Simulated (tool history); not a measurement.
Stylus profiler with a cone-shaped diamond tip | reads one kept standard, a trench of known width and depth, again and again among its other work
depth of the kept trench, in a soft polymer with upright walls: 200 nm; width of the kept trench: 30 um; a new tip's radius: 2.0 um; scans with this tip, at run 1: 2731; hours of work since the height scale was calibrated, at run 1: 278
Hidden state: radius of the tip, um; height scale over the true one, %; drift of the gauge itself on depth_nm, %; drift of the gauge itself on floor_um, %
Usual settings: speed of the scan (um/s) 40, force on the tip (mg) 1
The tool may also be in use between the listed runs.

| run | hour | speed of the scan (um/s) | force on the tip (mg) | scans with this tip | hours of work since the height scale was calibrated | depth of the trench (Å) | width of the trench's floor (µm) |
|---|---|---|---|---|---|---|---|
| 1 | 0 | 40 | 1 | 2731 | 278 | 2019.4 | 28.05 |
| 2 | 20.3 | 40 | 1 | 2874 | 292 | 2019.1 | 28.06 |
| 3 | 38.8 | 31 | 1 | 3004 | 306 | 2020.2 | 28.08 |
| 4 | 67.6 | 40 | 1 | 3208 | 326 | 2020.2 | 28.04 |
| 5 | 96.3 | 40 | 1 | 3410 | 347 | 2017.8 | 28.07 |
| 6 | 124.4 | 14 | 1 | 3608 | 367 | 2018.8 | 28.22 |
| 7 | 146.8 | 40 | 1.45 | 3766 | 383 | 2026.3 | 28.08 |
| 8 | 167.3 | 40 | 1.45 | 3910 | 398 | 2026.4 | 28.08 |
| 9 | 186.1 | 40 | 1.45 | 4043 | 411 | 2024.5 | 28.09 |
| 10 | 207.6 | 40 | 1 | 4195 | 427 | 2020.1 | 28.08 |
| 11 | 230.4 | 40 | 1 | 4355 | 443 | 2021 | 28.03 |
| 12 | 246.8 | 40 | 1 | 4471 | 455 | 2019.7 | 28.05 |
| 13 | 264.4 | 40 | 1 | 4595 | 467 | 2018 | 28.05 |
| 14 | 297.1 | 12 | 0.99 | 4826 | 491 | 2018.7 | 28.2 |
| 15 | 314.8 | 12 | 0.99 | 4951 | 504 | 2017.1 | 28.18 |
| 16 | 332.5 | 36 | 0.89 | 5076 | 516 | 2018.4 | 28.06 |
| 17 | 349.1 | 36 | 0.89 | 5193 | 528 | 2017.3 | 28.07 |
| 18 | 365.5 | 36 | 0.89 | 5309 | 540 | 2017.9 | 28.04 |
| 19 | 381.3 | 25 | 0.46 | 5420 | 551 | 2011.6 | 28.04 |
| 20 | 401.9 | 35 | 0.8 | 5565 | 566 | 2015.5 | 28.07 |
| 21 | 418.9 | 35 | 0.8 | 5685 | 578 | 2016.8 | 27.98 |
| 22 | 434.2 | 33 | 0.88 | 5793 | 589 | 2017.9 | 28.06 |
| 23 | 453.5 | 17 | 0.69 | 5929 | 603 | 2013.1 | 28.1 |
| 24 | 479.7 | 83 | 1.05 | 6114 | 622 | 2020.9 | 27.82 |
| 25 | 501.4 | 83 | 1.05 | 6267 | 637 | 2019.9 | 27.86 |

Forecast each of these 4 alternatives for the next run:
| A | 517.1 | 12 | 0.61 | 6377 | 649 | ? | ? |
| B | 517.1 | 117 | 0.91 | 6377 | 649 | ? | ? |
| C | 517.1 | 124 | 1.05 | 6377 | 649 | ? | ? |
| D | 517.1 | 40 | 1.82 | 6377 | 649 | ? | ? |

| run | depth of the trench (Å) | width of the trench's floor (µm) |
|---|---|---|
| A | 2014.8 | 28.13 |
| B | 2017.1 | 27.52 |
| C | 2018.6 | 27.55 |
| D | 2026.9 | 28.12 |
Without the tool's hidden state the same runs would have given:
| run | depth of the trench (Å) | width of the trench's floor (µm) |
|---|---|---|
| A | 2015.1 | 28.14 |
| B | 2017.4 | 27.53 |
| C | 2018.9 | 27.56 |
| D | 2027.2 | 28.13 |

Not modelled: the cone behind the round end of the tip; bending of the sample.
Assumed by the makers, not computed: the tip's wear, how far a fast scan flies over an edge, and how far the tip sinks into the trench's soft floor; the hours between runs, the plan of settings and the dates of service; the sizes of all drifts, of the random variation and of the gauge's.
